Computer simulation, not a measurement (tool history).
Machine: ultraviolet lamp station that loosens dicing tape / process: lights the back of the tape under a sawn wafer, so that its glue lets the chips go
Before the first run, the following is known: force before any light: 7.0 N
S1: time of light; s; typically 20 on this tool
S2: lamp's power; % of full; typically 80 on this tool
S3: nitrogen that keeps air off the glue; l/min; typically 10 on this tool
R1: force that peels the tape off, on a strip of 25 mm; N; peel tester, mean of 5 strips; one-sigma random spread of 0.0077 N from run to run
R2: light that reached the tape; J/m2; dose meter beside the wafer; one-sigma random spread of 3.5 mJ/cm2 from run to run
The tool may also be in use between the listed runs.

| run | hour | S1 | S2 | S3 | R1 | R2 |
|---|---|---|---|---|---|---|
| 1 | 0 | 20 | 80 | 10 | 0.294 | 5890 |
| 2 | 30.1 | 20 | 80 | 10 | 0.291 | 5860 |
| 3 | 67.3 | 20 | 76 | 10 | 0.305 | 5570 |
| 4 | 113.7 | 20 | 76 | 10 | 0.326 | 5580 |
| 5 | 164.4 | 32 | 80 | 10 | 0.237 | 9360 |
| 6 | 226.1 | 20 | 80 | 10 | 0.302 | 5840 |
|  | 259.7 | window cleaned of glue's vapour |
| 7 | 268.5 | 20 | 80 | 10 | 0.297 | 5820 |
| 8 | 330 | 20 | 82 | 10 | 0.29 | 6000 |
| 9 | 388.9 | 20 | 82 | 10 | 0.298 | 5940 |
| 10 | 448.1 | 20 | 84 | 10 | 0.284 | 6170 |
| 11 | 481.2 | 20 | 84 | 10 | 0.283 | 6140 |
| 12 | 508.3 | 20 | 80 | 16 | 0.286 | 5860 |
| 13 | 542.8 | 20 | 80 | 16 | 0.263 | 5950 |
| 14 | 584.8 | 20 | 80 | 6 | 0.37 | 5830 |
| 15 | 619.3 | 20 | 76 | 10 | 0.317 | 5580 |
| 16 | 667.1 | 20 | 76 | 10 | 0.309 | 5570 |
| 17 | 718.5 | 20 | 80 | 6 | 0.369 | 5830 |
| 18 | 777.4 | 20 | 90 | 10 | 0.262 | 6590 |
| 19 | 829.4 | 32 | 91 | 4 | 0.245 | 10600 |
| 20 | 886.5 | 32 | 91 | 4 | 0.251 | 10600 |
|  | 906.7 | window cleaned of glue's vapour |
| 21 | 929.9 | 20 | 75 | 10 | 0.319 | 5480 |
| 22 | 979.7 | 20 | 75 | 10 | 0.316 | 5450 |
| 23 | 1025.2 | 20 | 75 | 10 | 0.323 | 5500 |
| 24 | 1087.4 | 20 | 75 | 10 | 0.321 | 5500 |
| 25 | 1116.2 | 19 | 65 | 15 | 0.328 | 4540 |
| 26 | 1152.9 | 19 | 65 | 15 | 0.324 | 4520 |
| 27 | 1189.6 | 11 | 85 | 16 | 0.508 | 3430 |
| 28 | 1245.8 | 11 | 91 | 16 | 0.466 | 3670 |
| 29 | 1289.6 | 13 | 92 | 10 | 0.434 | 4380 |
| 30 | 1326.5 | 20 | 76 | 13 | 0.273 | 5550 |
| 31 | 1385.1 | 36 | 76 | 5 | 0.255 | 10020 |
| 32 | 1415.9 | 17 | 62 | 10 | 0.522 | 3840 |
| 33 | 1476.7 | 12 | 67 | 4 | 1.49 | 2940 |
| 34 | 1526.6 | 12 | 67 | 4 | 1.541 | 2980 |
|  | 1555.6 | window cleaned of glue's vapour |
| 35 | 1587.4 | 12 | 67 | 4 | 1.494 | 2960 |
| 36 | 1631.7 | 16 | 80 | 5 | 0.627 | 4730 |

Each row is a separate what-if for the run after 36, all from the same tool condition, not one after another. Results?
| A | 1693.9 | 16 | 80 | 9 | ? | ? |
| B | 1693.9 | 17 | 71 | 3 | ? | ? |
| C | 1693.9 | 35 | 98 | 16 | ? | ? |
| D | 1693.9 | 27 | 65 | 5 | ? | ? |

| run | R1 | R2 |
|---|---|---|
| A | 0.395 | 4680 |
| B | 0.91 | 4410 |
| C | 0.252 | 12630 |
| D | 0.358 | 6420 |
Without the tool's unlogged condition, the same runs would have read:
| run | R1 | R2 |
|---|---|---|
| A | 0.394 | 4690 |
| B | 0.907 | 4410 |
| C | 0.252 | 12660 |
| D | 0.357 | 6440 |
